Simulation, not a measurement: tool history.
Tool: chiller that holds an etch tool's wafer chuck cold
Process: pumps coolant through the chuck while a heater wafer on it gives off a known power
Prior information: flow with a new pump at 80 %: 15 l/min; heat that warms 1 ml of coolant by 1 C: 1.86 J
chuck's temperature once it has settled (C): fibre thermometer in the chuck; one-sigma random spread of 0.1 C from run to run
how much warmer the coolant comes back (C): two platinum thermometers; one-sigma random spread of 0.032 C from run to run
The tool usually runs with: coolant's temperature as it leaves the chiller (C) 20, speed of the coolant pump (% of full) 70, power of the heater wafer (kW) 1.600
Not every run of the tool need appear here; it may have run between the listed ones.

run	hour	coolant's temperature as it leaves the chiller (C)	speed of the coolant pump (% of full)	power of the heater wafer (kW)	chuck's temperature once it has settled (C)	how much warmer the coolant comes back (C)
1	0.0	20	70	1.600	41.5	3.97
2	43.0	20	70	1.600	41.6	3.94
3	118.1	20	70	1.600	41.7	3.95
4	187.1	20	70	1.435	39.6	3.58
5	244.1	20	70	1.600	41.8	3.96
# hour 283.9: coolant changed, channels flushed
6	323.0	20	70	1.600	40.2	3.99
7	361.6	20	70	1.600	40.0	4.00
8	408.7	20	70	1.600	40.1	3.98
9	474.2	16	90	1.400	31.8	2.65
10	518.4	20	84	2.233	45.9	4.60
11	569.7	10	88	0.827	19.6	1.61
12	644.3	10	88	0.827	19.7	1.66
13	722.3	27	88	0.978	38.3	1.92
14	780.9	20	70	1.405	38.1	3.51
15	847.0	20	85	1.245	34.7	2.59
16	902.8	20	85	1.245	34.7	2.53

Here are 3 independent what-if runs from the current tool condition. What would each one return?
A	946.9	26	68	1.967	?	?
B	946.9	16	65	2.148	?	?
C	946.9	25	85	2.064	?	?

run	chuck's temperature once it has settled (C)	how much warmer the coolant comes back (C)
A	51.8	5.12
B	44.6	5.86
C	49.5	4.30
What these runs would have given with no unlogged condition in the tool:
run	chuck's temperature once it has settled (C)	how much warmer the coolant comes back (C)
A	50.5	5.02
B	43.3	5.74
C	48.2	4.22
